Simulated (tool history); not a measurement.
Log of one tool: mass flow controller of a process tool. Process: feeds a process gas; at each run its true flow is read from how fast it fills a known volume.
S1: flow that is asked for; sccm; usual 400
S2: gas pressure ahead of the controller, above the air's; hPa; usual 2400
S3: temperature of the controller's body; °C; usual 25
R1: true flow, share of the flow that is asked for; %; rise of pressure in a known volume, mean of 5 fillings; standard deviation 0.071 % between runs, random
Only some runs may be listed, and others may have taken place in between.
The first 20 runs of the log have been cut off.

run 21 hour=5584.3 | S1=451 S2=2400 S3=25 | R1=99.85
run 22 hour=5898.6 | S1=400 S2=2140 S3=25 | R1=99.78
run 23 hour=6201.3 | S1=400 S2=2140 S3=25 | R1=99.90
run 24 hour=6433.0 | S1=400 S2=1530 S3=25 | R1=99.94
run 25 hour=6685.2 | S1=400 S2=1550 S3=20 | R1=100.27
run 26 hour=7028.1 | S1=400 S2=1670 S3=20 | R1=100.22
run 27 hour=7214.6 | S1=400 S2=1670 S3=20 | R1=100.24
run 28 hour=7549.9 | S1=400 S2=1670 S3=20 | R1=100.29
run 29 hour=7891.1 | S1=309 S2=1750 S3=20 | R1=100.03
run 30 hour=8138.7 | S1=309 S2=1750 S3=20 | R1=100.13
run 31 hour=8512.0 | S1=88 S2=2400 S3=25 | R1=98.97
run 32 hour=8757.7 | S1=88 S2=2690 S3=32 | R1=98.36
run 33 hour=9005.6 | S1=88 S2=2690 S3=32 | R1=98.36
run 34 hour=9341.4 | S1=458 S2=2160 S3=25 | R1=99.91
run 35 hour=9745.8 | S1=400 S2=2400 S3=29 | R1=99.36
run 36 hour=9962.8 | S1=72 S2=2400 S3=37 | R1=98.05
run 37 hour=10226.2 | S1=379 S2=2230 S3=35 | R1=98.81
run 38 hour=10629.7 | S1=379 S2=2230 S3=22 | R1=99.88
run 39 hour=10799.8 | S1=318 S2=2240 S3=26 | R1=99.43
run 40 hour=11155.7 | S1=174 S2=1450 S3=37 | R1=98.37
run 41 hour=11456.8 | S1=174 S2=1710 S3=29 | R1=99.07
run 42 hour=11648.9 | S1=242 S2=2760 S3=31 | R1=98.80
run 43 hour=11894.6 | S1=126 S2=1660 S3=23 | R1=99.42

The next listed run, before its measurement:
run 44 hour=12123.2 | S1=87 S2=2450 S3=31 | R1=?

{"run 44": {"R1": 98.43}}
On a tool with no hidden condition, and with the same random variation, this run would have come out at R1 98.43 %.
